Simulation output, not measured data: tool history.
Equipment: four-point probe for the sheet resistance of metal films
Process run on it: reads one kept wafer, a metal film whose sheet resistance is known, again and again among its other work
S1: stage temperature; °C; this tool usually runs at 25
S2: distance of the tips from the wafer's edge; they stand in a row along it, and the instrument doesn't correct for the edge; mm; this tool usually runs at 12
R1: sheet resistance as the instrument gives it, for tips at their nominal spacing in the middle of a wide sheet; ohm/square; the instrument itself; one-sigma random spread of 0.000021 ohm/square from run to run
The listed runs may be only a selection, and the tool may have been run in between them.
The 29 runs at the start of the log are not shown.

run 30 hour=2307.3 | S1=27 S2=4 | R1=0.104228
run 31 hour=2389.1 | S1=35 S2=20 | R1=0.101830
run 32 hour=2498.1 | S1=35 S2=20 | R1=0.101782
run 33 hour=2599.6 | S1=23 S2=6 | R1=0.104023
run 34 hour=2665.7 | S1=25 S2=71 | R1=0.103140
run 35 hour=2778.2 | S1=25 S2=71 | R1=0.103145
run 36 hour=2845.4 | S1=28 S2=17 | R1=0.102820
run 37 hour=2909.5 | S1=18 S2=12 | R1=0.104358
run 38 hour=3021.5 | S1=21 S2=4 | R1=0.105136
run 39 hour=3114.0 | S1=21 S2=4 | R1=0.105173
run 40 hour=3200.9 | S1=21 S2=4 | R1=0.105142
run 41 hour=3303.3 | S1=18 S2=12 | R1=0.104326

Forecast run 42:
run 42 hour=3353.8 | S1=18 S2=12 | R1=?

R1: 0.104338 ohm/square
Without the tool's hidden state the same run would have given R1 0.103988 ohm/square.

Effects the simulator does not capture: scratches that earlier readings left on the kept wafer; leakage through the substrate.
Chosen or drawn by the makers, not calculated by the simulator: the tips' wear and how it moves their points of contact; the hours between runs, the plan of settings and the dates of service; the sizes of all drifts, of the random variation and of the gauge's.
